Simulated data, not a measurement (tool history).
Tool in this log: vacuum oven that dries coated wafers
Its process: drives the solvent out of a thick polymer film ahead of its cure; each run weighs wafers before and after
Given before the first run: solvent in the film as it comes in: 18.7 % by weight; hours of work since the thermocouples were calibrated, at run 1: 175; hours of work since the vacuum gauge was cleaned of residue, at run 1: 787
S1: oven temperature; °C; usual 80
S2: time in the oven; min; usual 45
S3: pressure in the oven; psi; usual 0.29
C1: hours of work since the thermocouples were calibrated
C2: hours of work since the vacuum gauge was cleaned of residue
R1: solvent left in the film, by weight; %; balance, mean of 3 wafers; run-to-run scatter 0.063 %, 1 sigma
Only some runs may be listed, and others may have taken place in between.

| run | hour | S1 | S2 | S3 | C1 | C2 | R1 |
|---|---|---|---|---|---|---|---|
| 1 | 0 | 80 | 45 | 0.29 | 175 | 787 | 3.79 |
| 2 | 34.2 | 80 | 45 | 0.29 | 191 | 802 | 3.75 |
| 3 | 52.8 | 80 | 45 | 0.29 | 200 | 811 | 3.73 |
| 4 | 76.2 | 80 | 45 | 0.29 | 210 | 822 | 3.79 |
| 5 | 108.4 | 80 | 45 | 0.29 | 225 | 836 | 3.68 |
| 6 | 138.2 | 80 | 49 | 0.29 | 239 | 850 | 3.24 |
| 7 | 156.5 | 80 | 45 | 0.698 | 247 | 858 | 4.22 |
| 8 | 188.4 | 80 | 45 | 0.29 | 262 | 873 | 3.7 |
| 9 | 222 | 80 | 45 | 0.29 | 277 | 888 | 3.75 |
| 10 | 251.1 | 80 | 45 | 0.29 | 291 | 902 | 3.65 |
| 11 | 271.7 | 80 | 45 | 0.29 | 300 | 911 | 3.6 |
| 12 | 307.2 | 80 | 45 | 0.29 | 316 | 928 | 3.64 |
| 13 | 336 | 80 | 45 | 0.29 | 330 | 941 | 3.64 |
| 14 | 374.2 | 80 | 45 | 0.29 | 347 | 958 | 3.73 |
| 15 | 409.9 | 80 | 45 | 0.29 | 363 | 975 | 3.59 |
| 16 | 453.6 | 80 | 77 | 0.29 | 384 | 995 | 1.58 |
| 17 | 496.9 | 80 | 77 | 0.29 | 403 | 1015 | 1.57 |
| 18 | 518.4 | 81 | 77 | 0.621 | 413 | 1024 | 1.93 |
| 19 | 538 | 81 | 62 | 0.576 | 422 | 1033 | 2.37 |
|  | 542.8 | vacuum gauge cleaned of residue and calibrated |
| 20 | 568.1 | 86 | 42 | 0.576 | 435 | 12 | 2.34 |
| 21 | 589.4 | 81 | 27 | 0.307 | 445 | 21 | 5.93 |
| 22 | 618.9 | 80 | 65 | 0.354 | 459 | 35 | 2.23 |
| 23 | 642.2 | 80 | 52 | 0.953 | 469 | 46 | 3.95 |
| 24 | 683.5 | 71 | 34 | 0.383 | 488 | 65 | 8.51 |
| 25 | 707.1 | 71 | 34 | 0.383 | 499 | 75 | 8.79 |
|  | 711.5 | vacuum gauge cleaned of residue and calibrated, once more |
| 26 | 739.5 | 71 | 34 | 0.383 | 513 | 13 | 8.59 |
| 27 | 764.1 | 71 | 34 | 0.383 | 525 | 24 | 8.65 |
| 28 | 789.4 | 85 | 45 | 0.29 | 536 | 36 | 1.98 |
| 29 | 819.1 | 72 | 73 | 0.29 | 550 | 49 | 4.01 |
| 30 | 848.5 | 93 | 31 | 0.186 | 563 | 63 | 1.11 |
| 31 | 889.1 | 71 | 29 | 0.186 | 582 | 81 | 8.84 |
| 32 | 913.9 | 80 | 73 | 0.54 | 593 | 93 | 2.02 |
| 33 | 946.4 | 73 | 62 | 0.187 | 608 | 108 | 4.31 |
| 34 | 982.9 | 73 | 62 | 0.167 | 625 | 124 | 4.27 |

Measured less the same run without the tool's hidden state. The same run-to-run variation is in both; the gauge's scatter may not be:
Hidden state present: true wafer temperature over the reading, C; true pressure over the reading, kPa; drift of the gauge itself on solvent_pct, %.
| run | R1 |
|---|---|
| 1 | -0.07 |
| 2 | -0.08 |
| 3 | -0.09 |
| 4 | -0.09 |
| 5 | -0.1 |
| 6 | -0.12 |
| 7 | -0.13 |
| 8 | -0.13 |
| 9 | -0.14 |
| 10 | -0.16 |
| 11 | -0.16 |
| 12 | -0.18 |
| 13 | -0.18 |
| 14 | -0.2 |
| 15 | -0.2 |
| 16 | -0.12 |
| 17 | -0.13 |
| 18 | -0.12 |
| 19 | -0.17 |
| 20 | -0.18 |
| 21 | -0.28 |
| 22 | -0.17 |
| 23 | -0.24 |
| 24 | -0.28 |
| 25 | -0.3 |
| 26 | -0.36 |
| 27 | -0.37 |
| 28 | -0.26 |
| 29 | -0.4 |
| 30 | -0.21 |
| 31 | -0.38 |
| 32 | -0.27 |
| 33 | -0.46 |
| 34 | -0.48 |
